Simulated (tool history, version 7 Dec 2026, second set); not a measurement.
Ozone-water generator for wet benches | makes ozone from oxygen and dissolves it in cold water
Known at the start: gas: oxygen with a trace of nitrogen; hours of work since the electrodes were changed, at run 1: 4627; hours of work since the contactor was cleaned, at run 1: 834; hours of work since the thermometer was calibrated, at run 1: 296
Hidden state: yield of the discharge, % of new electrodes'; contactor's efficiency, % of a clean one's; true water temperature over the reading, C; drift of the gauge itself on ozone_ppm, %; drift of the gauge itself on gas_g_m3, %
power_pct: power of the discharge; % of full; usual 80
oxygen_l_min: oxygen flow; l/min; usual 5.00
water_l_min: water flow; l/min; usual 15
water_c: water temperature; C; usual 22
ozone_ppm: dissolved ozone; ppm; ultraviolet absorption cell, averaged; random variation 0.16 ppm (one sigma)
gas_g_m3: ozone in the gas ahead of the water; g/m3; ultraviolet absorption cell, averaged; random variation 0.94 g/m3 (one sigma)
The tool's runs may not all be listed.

run,hour,power_pct,oxygen_l_min,water_l_min,water_c,hours of work since the electrodes were changed,hours of work since the contactor was cleaned,hours of work since the thermometer was calibrated,ozone_ppm,gas_g_m3
1,0.0,80,5.00,15,22,4627,834,296,20.2,158.5
2,214.3,80,5.00,15,22,4809,1016,478,20.2,158.4
3,450.0,80,5.00,15,22,5009,1216,678,20.3,157.9
4,648.2,80,5.00,15,22,5177,1384,846,20.3,157.9
5,805.4,80,5.00,15,18,5311,1518,980,21.6,160.2
6,980.4,80,5.00,15,18,5459,1666,1128,21.6,156.5
7,1132.3,80,5.00,15,22,5588,1795,1257,20.0,158.5
8,1319.5,80,3.03,15,22,5747,1954,1416,18.5,186.8
# hour 1465.4: electrodes of the discharge changed
9,1547.9,80,3.03,15,22,70,2143,1605,18.5,187.3
10,1673.9,80,5.00,15,22,177,2250,1712,20.3,158.4
11,1801.2,43,5.00,15,22,285,2358,1820,11.7,89.6
12,1913.3,43,5.00,15,22,380,2453,1915,11.5,92.2
13,2135.5,88,5.99,13,22,569,2642,2104,24.1,161.6
14,2293.2,88,5.99,13,22,703,2776,2238,24.3,163.6
15,2423.2,88,5.99,9,19,813,2886,2348,30.8,163.9
16,2543.9,44,5.70,9,19,916,2989,2451,16.9,88.0
# hour 2708.9: contactor cleaned
17,2760.8,74,3.00,13,23,1096,44,2632,18.8,175.4
18,2997.8,46,3.89,22,16,1298,245,2833,9.3,105.1
19,3234.3,80,8.59,15,15,1498,446,3034,24.4,132.2
20,3466.5,72,8.59,15,15,1696,643,3231,21.9,120.7
21,3655.5,94,8.59,15,15,1856,804,3391,27.7,153.4
22,3785.5,80,4.64,13,23,1966,914,3502,21.6,163.9
23,4000.9,80,4.64,13,23,2149,1097,3684,21.5,162.0
24,4122.5,53,3.58,15,22,2253,1200,3788,13.4,121.0

Forecast each of these 3 alternatives for the next run:
A,4343.5,53,3.58,10,23,2440,1388,3975,?,?
B,4343.5,53,3.58,15,17,2440,1388,3975,?,?
C,4343.5,46,5.00,21,22,2440,1388,3975,?,?

run,ozone_ppm,gas_g_m3
A,16.8,122.7
B,14.0,122.0
C,9.9,96.7
Without the tool's hidden state the same runs would have given:
run,ozone_ppm,gas_g_m3
A,16.8,122.8
B,14.0,122.1
C,9.9,96.8
